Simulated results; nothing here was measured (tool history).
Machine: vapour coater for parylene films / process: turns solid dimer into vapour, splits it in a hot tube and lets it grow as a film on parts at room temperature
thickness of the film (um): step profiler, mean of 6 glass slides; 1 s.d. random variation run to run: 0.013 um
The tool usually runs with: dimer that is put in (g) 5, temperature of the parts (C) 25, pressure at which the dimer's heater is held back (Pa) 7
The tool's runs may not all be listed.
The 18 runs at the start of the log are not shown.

run   hour  dimer that is put in (g)  temperature of the parts (C)  pressure at which the dimer's heater is held back (Pa)  thickness of the film (um)
 19    290                         8                            25                                                    2.72                        1.55
 20  300.7                         8                            25                                                    2.72                        1.53
 21  319.7                         8                            25                                                    2.72                        1.57
 22  338.3                         5                            25                                                       7                        0.79
 23    354                         5                            25                                                       7                        0.77
 24  363.7                         5                            22                                                       7                        0.91
 25  381.2                         3                            30                                                     6.1                        0.39
 26  397.5                         3                            20                                                    4.62                        0.62
 27    408                         3                            20                                                    4.62                        0.62
 28  422.9                         3                            20                                                    4.62                        0.64
 29  442.3                         6                            22                                                       7                        1.06

Predict the results of run 30:
 30  458.3                         6                            18                                                       7                           ?

{"run 30": {"thickness of the film (um)": 1.28}}
If the tool had no hidden condition, the same run with the same run-to-run variation would have returned thickness of the film (um) 1.39.

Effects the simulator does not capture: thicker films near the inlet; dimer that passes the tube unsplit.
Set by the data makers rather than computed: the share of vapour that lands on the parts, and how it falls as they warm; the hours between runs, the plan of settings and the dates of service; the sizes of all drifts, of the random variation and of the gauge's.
